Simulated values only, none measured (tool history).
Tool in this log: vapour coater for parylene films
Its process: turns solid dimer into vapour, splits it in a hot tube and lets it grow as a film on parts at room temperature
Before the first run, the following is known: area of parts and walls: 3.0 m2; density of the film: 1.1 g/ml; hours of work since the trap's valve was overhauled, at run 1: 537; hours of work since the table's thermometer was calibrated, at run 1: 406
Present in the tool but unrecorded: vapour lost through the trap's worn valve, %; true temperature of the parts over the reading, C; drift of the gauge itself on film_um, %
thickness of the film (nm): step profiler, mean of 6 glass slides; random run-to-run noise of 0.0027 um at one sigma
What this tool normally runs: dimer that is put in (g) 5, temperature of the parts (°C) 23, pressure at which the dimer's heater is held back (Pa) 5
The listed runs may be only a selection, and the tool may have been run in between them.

run,hour,dimer that is put in (g),temperature of the parts (°C),pressure at which the dimer's heater is held back (Pa),hours of work since the trap's valve was overhauled,hours of work since the table's thermometer was calibrated,thickness of the film (nm)
1,0,5,23,5,537,406,1044
2,29.7,5,23,5,552,420,1044
3,67.9,5,23,5,571,439,1044
# hour 89.5: trap's valve overhauled
4,90.1,5,23,5,0,448,1078
5,126.4,5,25,5,18,466,996
6,143,5,25,5,27,474,994
7,166.4,5,25,5,38,486,1000
8,203,5,25,5,56,504,993
9,232,3,25,5,71,519,603
10,252.1,9,25,5,81,529,1793
11,286.7,9,25,5,98,546,1789
12,304.9,5,23,5,107,555,1073
13,330.3,5,23,5,119,567,1074
14,361.5,3,23,5,135,583,645
15,395.8,3,23,5,152,600,641
16,433.3,3,23,2.32,170,618,744
17,463,5,23,5,185,633,1066
18,491.4,3,23,5,199,647,642
19,516.7,3,23,5,212,660,639
20,538.3,3,30,5,223,670,483
21,568.1,6,31,2.91,237,685,1033
22,592.9,4,21,5,250,698,925
23,609.6,6,28,2.38,258,706,1210
24,644.7,6,28,2.38,275,723,1210
25,673,2,16,5,289,737,560
26,702.5,2,24,2.9,304,752,455
27,735,5,23,2.18,320,768,1244
28,763.6,3,30,3.25,334,782,527
29,801.2,3,30,3.25,353,801,523
30,820.1,3,30,2.09,362,810,568
31,846.5,3,30,2.09,375,823,567
32,873.9,9,19,5,389,837,2229
33,906.3,2,23,9.81,405,853,372
34,926.9,3,28,2.78,415,863,578
35,960.5,3,28,2.78,432,880,580
36,979,3,28,2.78,441,889,578
37,996.2,5,17,5.35,450,898,1321
38,1025.8,6,28,9.3,464,912,920
39,1061.5,6,28,9.3,482,930,921
40,1081.9,5,17,10.2,492,940,1160

Consider 4 possible next runs. They are alternatives, not a sequence: every one starts from the tool as it was left by run 40. What does each give?
A,1101.3,6,23,9.33,502,950,?
B,1101.3,6,21,2.24,502,950,?
C,1101.3,5,15,2.65,502,950,?
D,1101.3,9,19,2.85,502,950,?

run,thickness of the film (nm)
A,1118
B,1586
C,1426
D,2469
What these runs would have given with no unlogged condition in the tool:
run,thickness of the film (nm)
A,1144
B,1624
C,1486
D,2528
